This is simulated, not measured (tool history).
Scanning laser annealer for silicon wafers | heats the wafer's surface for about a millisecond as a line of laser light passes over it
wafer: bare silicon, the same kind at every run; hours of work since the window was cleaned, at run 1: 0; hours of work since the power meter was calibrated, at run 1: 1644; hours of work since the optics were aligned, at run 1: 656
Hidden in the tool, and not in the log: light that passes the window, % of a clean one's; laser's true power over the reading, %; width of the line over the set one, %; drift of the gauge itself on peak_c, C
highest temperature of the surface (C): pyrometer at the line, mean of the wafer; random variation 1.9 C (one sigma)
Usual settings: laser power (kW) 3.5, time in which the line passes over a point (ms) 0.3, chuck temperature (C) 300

run	hour	laser power (kW)	time in which the line passes over a point (ms)	chuck temperature (C)	hours of work since the window was cleaned	hours of work since the power meter was calibrated	hours of work since the optics were aligned	highest temperature of the surface (C)
1	0	3.5	0.3	300	0	1644	656	1128
2	42.3	3.233	0.3	300	28	1671	684	1047
3	77.3	3.5	0.3	300	50	1694	706	1123
4	118.7	3.5	0.3	300	77	1721	733	1119
5	158.3	3.5	0.3	300	103	1747	759	1113
6	192.3	3.13	0.3	300	125	1769	781	1008
7	232.7	3.762	0.3	300	152	1795	808	1188
8	270.8	3.309	0.3	300	177	1820	833	1056
9	306.5	3.5	0.3	300	200	1843	856	1109
10	334.6	3.617	0.3	300	218	1862	874	1141
11	387	3.617	0.3	300	252	1896	908	1140
12	424.4	3.5	0.3	301	277	1920	933	1103
13	476	3.426	0.3	300	310	1954	966	1079
14	519.4	3.426	0.3	300	339	1982	995	1076
15	559.7	3.426	0.3	300	365	2009	1021	1078
# hour 573.1: window over the wafer cleaned
16	597.8	3.426	0.3	300	16	2032	1045	1097
17	652.7	3.426	0.3	300	52	2068	1080	1096
18	712.6	3.5	0.3	300	91	2107	1119	1116
19	754.8	3.5	0.218	300	118	2134	1147	1006
20	819.7	3.5	0.218	336	161	2177	1189	1042
21	851.3	3.295	0.339	307	181	2197	1210	1097
22	908.1	3.75	0.275	276	218	2234	1247	1116
23	964.6	3.75	0.275	276	255	2271	1284	1118
24	1009.9	3.75	0.275	276	285	2301	1313	1114
25	1056.1	3.263	0.32	276	315	2331	1343	1023
26	1120.1	3.816	0.216	327	357	2373	1385	1091
# hour 1145.9: window over the wafer cleaned
27	1179.5	3.19	0.362	329	22	2410	1422	1113
28	1209.1	3.19	0.362	329	41	2429	1442	1109
29	1264.8	3.125	0.298	297	78	2466	1478	993
30	1329.4	3.473	0.3	291	120	2508	1520	1084
31	1379.6	3.59	0.271	287	152	2541	1553	1073
32	1409	3.581	0.337	287	171	2560	1572	1147
33	1473.8	3.081	0.347	300	214	2602	1614	1018
34	1517.8	3.081	0.347	300	242	2631	1643	1019
35	1574.5	3.132	0.3	287	279	2668	1680	973
36	1609.4	3.32	0.267	323	302	2690	1703	1021
37	1637.7	3.019	0.307	300	321	2709	1721	957
38	1692	3.703	0.281	294	356	2744	1757	1109
# hour 1720.7: window over the wafer cleaned
39	1724.8	3.37	0.295	300	3	2764	1777	1062
40	1758.8	3.342	0.236	300	25	2786	1799	984

Some steps in highest temperature of the surface (C) between neighbouring runs. How much of each would the tool show without its hidden state too (settings, what came in, random variation), and how much is left for the hidden state, with any gauge scatter that isn't in both results?
Run 6 -> 7: laser power (kW) 3.13 -> 3.762. highest temperature of the surface (C) +180: hidden state -10, all else +190.
Run 7 -> 8: laser power (kW) 3.762 -> 3.309. highest temperature of the surface (C) -132: hidden state +4, all else -136.
Run 15 -> 16: window over the wafer cleaned. highest temperature of the surface (C) +19: hidden state +23, all else -4.
Run 37 -> 38: laser power (kW) 3.019 -> 3.703, time in which the line passes over a point (ms) 0.307 -> 0.281, chuck temperature (C) 300 -> 294. highest temperature of the surface (C) +152: hidden state -17, all else +169.
Run 38 -> 39: laser power (kW) 3.703 -> 3.37, time in which the line passes over a point (ms) 0.281 -> 0.295, chuck temperature (C) 294 -> 300, window over the wafer cleaned. highest temperature of the surface (C) -47: hidden state +30, all else -77.
